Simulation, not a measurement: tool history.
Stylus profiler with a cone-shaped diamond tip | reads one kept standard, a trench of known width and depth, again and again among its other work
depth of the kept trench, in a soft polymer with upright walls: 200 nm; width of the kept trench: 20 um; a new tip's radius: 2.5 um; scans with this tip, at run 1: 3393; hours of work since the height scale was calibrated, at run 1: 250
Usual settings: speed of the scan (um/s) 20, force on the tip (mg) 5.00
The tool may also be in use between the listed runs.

run	hour	speed of the scan (um/s)	force on the tip (mg)	scans with this tip	hours of work since the height scale was calibrated	depth of the trench (Å)	width of the trench's floor (nm)
1	0.0	20	5.00	3393	250	2050.5	17490
2	82.6	20	5.72	4002	295	2055.9	17470
3	142.6	20	5.72	4445	328	2057.2	17400
4	220.2	20	5.72	5017	370	2056.9	17310
5	298.0	20	7.54	5591	413	2067.7	17260
6	382.3	20	7.54	6213	458	2068.1	17210
7	439.9	20	7.54	6639	490	2068.1	17120
8	499.7	13	7.54	7080	522	2068.7	17080
9	537.9	13	7.54	7362	543	2068.7	17090
10	583.0	13	7.54	7694	568	2069.4	17040
# hour 635.5: new tip fitted, height scale calibrated
11	662.5	13	7.54	199	15	2065.9	17980
12	706.8	11	7.54	526	39	2064.1	17860
13	745.6	31	5.00	812	60	2050.9	17820
# hour 752.8: height scale calibrated on a step standard
14	818.7	31	7.41	1348	36	2065.9	17810
15	887.7	12	9.93	1857	73	2079.4	17760
16	959.0	34	10.87	2383	112	2084.4	17570
17	994.3	75	1.91	2644	131	2027.5	17480
18	1069.6	7	2.16	3200	172	2030.2	17550

Run 19 comes next. What will it give?
# hour 1123.8: height scale calibrated on a step standard, once more
19	1123.8	43	4.94	3596	0	?	?

depth of the trench (Å): 2048.6
width of the trench's floor (nm): 17470
Without the tool's hidden state the same run would have given depth of the trench (Å) 2049.5, width of the trench's floor (nm) 18000.
